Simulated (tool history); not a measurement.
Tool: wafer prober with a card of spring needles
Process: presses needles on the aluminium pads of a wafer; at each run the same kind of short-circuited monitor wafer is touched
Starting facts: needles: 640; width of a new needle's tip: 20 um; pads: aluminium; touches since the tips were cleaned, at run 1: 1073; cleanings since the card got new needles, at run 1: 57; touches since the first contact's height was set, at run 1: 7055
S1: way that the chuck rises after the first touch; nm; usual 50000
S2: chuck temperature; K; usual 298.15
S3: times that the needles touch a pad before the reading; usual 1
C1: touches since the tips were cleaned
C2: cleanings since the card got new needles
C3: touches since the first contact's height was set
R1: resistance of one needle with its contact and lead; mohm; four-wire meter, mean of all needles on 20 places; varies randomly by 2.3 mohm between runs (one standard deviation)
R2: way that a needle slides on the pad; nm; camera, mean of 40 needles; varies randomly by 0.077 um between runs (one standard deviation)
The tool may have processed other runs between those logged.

{"run": 1, "hour": 0.0, "S1": 50000, "S2": 298.15, "S3": 1, "C1": 1073, "C2": 57, "C3": 7055, "R1": 279, "R2": 12390}
{"hour": 3.3, "done": "tips cleaned on abrasive film"}
{"hour": 7.7, "done": "tips cleaned on abrasive film"}
{"hour": 13.2, "done": "tips cleaned on abrasive film"}
{"hour": 18.6, "done": "tips cleaned on abrasive film"}
{"run": 2, "hour": 18.6, "S1": 50000, "S2": 298.15, "S3": 3, "C1": 0, "C2": 61, "C3": 21494, "R1": 259, "R2": 12140}
{"hour": 23.0, "done": "tips cleaned on abrasive film"}
{"hour": 28.5, "done": "tips cleaned on abrasive film"}
{"hour": 32.9, "done": "tips cleaned on abrasive film"}
{"hour": 38.4, "done": "tips cleaned on abrasive film"}
{"hour": 43.9, "done": "tips cleaned on abrasive film"}
{"hour": 49.4, "done": "tips cleaned on abrasive film"}
{"hour": 54.9, "done": "tips cleaned on abrasive film"}
{"hour": 60.3, "done": "tips cleaned on abrasive film"}
{"run": 3, "hour": 63.1, "S1": 50000, "S2": 328.15, "S3": 3, "C1": 2152, "C2": 69, "C3": 56120, "R1": 279, "R2": 12110}
{"hour": 65.3, "done": "tips cleaned on abrasive film"}
{"hour": 70.8, "done": "tips cleaned on abrasive film"}
{"hour": 76.3, "done": "tips cleaned on abrasive film"}
{"hour": 81.8, "done": "tips cleaned on abrasive film"}
{"hour": 86.2, "done": "tips cleaned on abrasive film"}
{"hour": 91.7, "done": "tips cleaned on abrasive film"}
{"hour": 97.1, "done": "tips cleaned on abrasive film"}
{"run": 4, "hour": 101.4, "S1": 50000, "S2": 308.15, "S3": 1, "C1": 3409, "C2": 76, "C3": 86020, "R1": 314, "R2": 11960}
{"hour": 102.6, "done": "tips cleaned on abrasive film"}
{"hour": 108.1, "done": "tips cleaned on abrasive film"}
{"hour": 113.6, "done": "tips cleaned on abrasive film"}
{"hour": 118.0, "done": "tips cleaned on abrasive film"}
{"hour": 123.5, "done": "tips cleaned on abrasive film"}
{"hour": 127.9, "done": "tips cleaned on abrasive film"}
{"hour": 133.4, "done": "tips cleaned on abrasive film"}
{"hour": 138.9, "done": "tips cleaned on abrasive film"}
{"run": 5, "hour": 143.2, "S1": 50000, "S2": 308.15, "S3": 1, "C1": 3415, "C2": 84, "C3": 118491, "R1": 308, "R2": 11820}
{"hour": 144.4, "done": "tips cleaned on abrasive film"}
{"hour": 149.8, "done": "tips cleaned on abrasive film"}
{"hour": 155.3, "done": "tips cleaned on abrasive film"}
{"hour": 160.8, "done": "tips cleaned on abrasive film"}
{"run": 6, "hour": 161.6, "S1": 50000, "S2": 308.15, "S3": 1, "C1": 650, "C2": 88, "C3": 132814, "R1": 277, "R2": 11590}
{"hour": 166.0, "done": "tips cleaned on abrasive film"}
{"hour": 171.5, "done": "tips cleaned on abrasive film"}
{"hour": 177.0, "done": "tips cleaned on abrasive film"}
{"hour": 182.5, "done": "tips cleaned on abrasive film"}
{"hour": 188.0, "done": "tips cleaned on abrasive film"}
{"run": 7, "hour": 190.0, "S1": 48000, "S2": 298.15, "S3": 1, "C1": 1612, "C2": 93, "C3": 154936, "R1": 294, "R2": 11280}
{"hour": 193.4, "done": "tips cleaned on abrasive film"}
{"hour": 198.8, "done": "tips cleaned on abrasive film"}
{"hour": 204.3, "done": "tips cleaned on abrasive film"}
{"hour": 208.7, "done": "tips cleaned on abrasive film"}
{"run": 8, "hour": 210.3, "S1": 68000, "S2": 355.15, "S3": 1, "C1": 1207, "C2": 97, "C3": 170671, "R1": 285, "R2": 15990}
{"hour": 213.6, "done": "tips cleaned on abrasive film"}
{"hour": 219.1, "done": "tips cleaned on abrasive film"}
{"hour": 224.6, "done": "tips cleaned on abrasive film"}
{"run": 9, "hour": 228.1, "S1": 67000, "S2": 307.15, "S3": 1, "C1": 2828, "C2": 100, "C3": 184608, "R1": 290, "R2": 15740}
{"hour": 229.3, "done": "tips cleaned on abrasive film"}
{"hour": 233.7, "done": "tips cleaned on abrasive film"}
{"hour": 239.2, "done": "tips cleaned on abrasive film"}
{"hour": 244.7, "done": "tips cleaned on abrasive film"}
{"hour": 250.2, "done": "tips cleaned on abrasive film"}
{"hour": 254.6, "done": "tips cleaned on abrasive film"}
{"hour": 260.1, "done": "tips cleaned on abrasive film"}
{"hour": 264.5, "done": "tips cleaned on abrasive film"}
{"hour": 269.7, "done": "tips cleaned on abrasive film"}
{"run": 10, "hour": 269.7, "S1": 33000, "S2": 298.15, "S3": 1, "C1": 0, "C2": 109, "C3": 216851, "R1": 281, "R2": 7230}
{"hour": 275.2, "done": "tips cleaned on abrasive film"}
{"hour": 280.6, "done": "tips cleaned on abrasive film"}
{"hour": 282.0, "done": "height of the first contact set anew"}
{"hour": 286.4, "done": "tips cleaned on abrasive film"}
{"hour": 291.9, "done": "tips cleaned on abrasive film"}
{"hour": 297.4, "done": "tips cleaned on abrasive film"}
{"hour": 302.9, "done": "tips cleaned on abrasive film"}
{"run": 11, "hour": 305.1, "S1": 33000, "S2": 389.15, "S3": 1, "C1": 1725, "C2": 115, "C3": 17963, "R1": 360, "R2": 8020}

Here are 4 independent what-if runs from the current tool condition. What would each one return?
{"hour": 307.3, "done": "tips cleaned on abrasive film"}
{"hour": 312.8, "done": "tips cleaned on abrasive film"}
{"hour": 318.3, "done": "tips cleaned on abrasive film"}
{"hour": 322.7, "done": "tips cleaned on abrasive film"}
{"run": "A", "hour": 323.0, "S1": 68000, "S2": 364.15, "S3": 1, "C1": 273, "C2": 119, "C3": 31906, "R1": "?", "R2": "?"}
{"hour": 307.3, "done": "tips cleaned on abrasive film"}
{"hour": 312.8, "done": "tips cleaned on abrasive film"}
{"hour": 318.3, "done": "tips cleaned on abrasive film"}
{"hour": 322.7, "done": "tips cleaned on abrasive film"}
{"run": "B", "hour": 323.0, "S1": 56000, "S2": 389.15, "S3": 2, "C1": 273, "C2": 119, "C3": 31906, "R1": "?", "R2": "?"}
{"hour": 307.3, "done": "tips cleaned on abrasive film"}
{"hour": 312.8, "done": "tips cleaned on abrasive film"}
{"hour": 318.3, "done": "tips cleaned on abrasive film"}
{"hour": 322.7, "done": "tips cleaned on abrasive film"}
{"run": "C", "hour": 323.0, "S1": 64000, "S2": 391.15, "S3": 2, "C1": 273, "C2": 119, "C3": 31906, "R1": "?", "R2": "?"}
{"hour": 307.3, "done": "tips cleaned on abrasive film"}
{"hour": 312.8, "done": "tips cleaned on abrasive film"}
{"hour": 318.3, "done": "tips cleaned on abrasive film"}
{"hour": 322.7, "done": "tips cleaned on abrasive film"}
{"run": "D", "hour": 323.0, "S1": 51000, "S2": 389.15, "S3": 2, "C1": 273, "C2": 119, "C3": 31906, "R1": "?", "R2": "?"}

run=A R1=276 R2=16630
run=B R1=291 R2=13560
run=C R1=283 R2=15630
run=D R1=289 R2=12330
Stripped of hidden state, with their random variation kept, the same runs would have yielded:
run=A R1=271 R2=16780
run=B R1=285 R2=13710
run=C R1=278 R2=15770
run=D R1=282 R2=12480

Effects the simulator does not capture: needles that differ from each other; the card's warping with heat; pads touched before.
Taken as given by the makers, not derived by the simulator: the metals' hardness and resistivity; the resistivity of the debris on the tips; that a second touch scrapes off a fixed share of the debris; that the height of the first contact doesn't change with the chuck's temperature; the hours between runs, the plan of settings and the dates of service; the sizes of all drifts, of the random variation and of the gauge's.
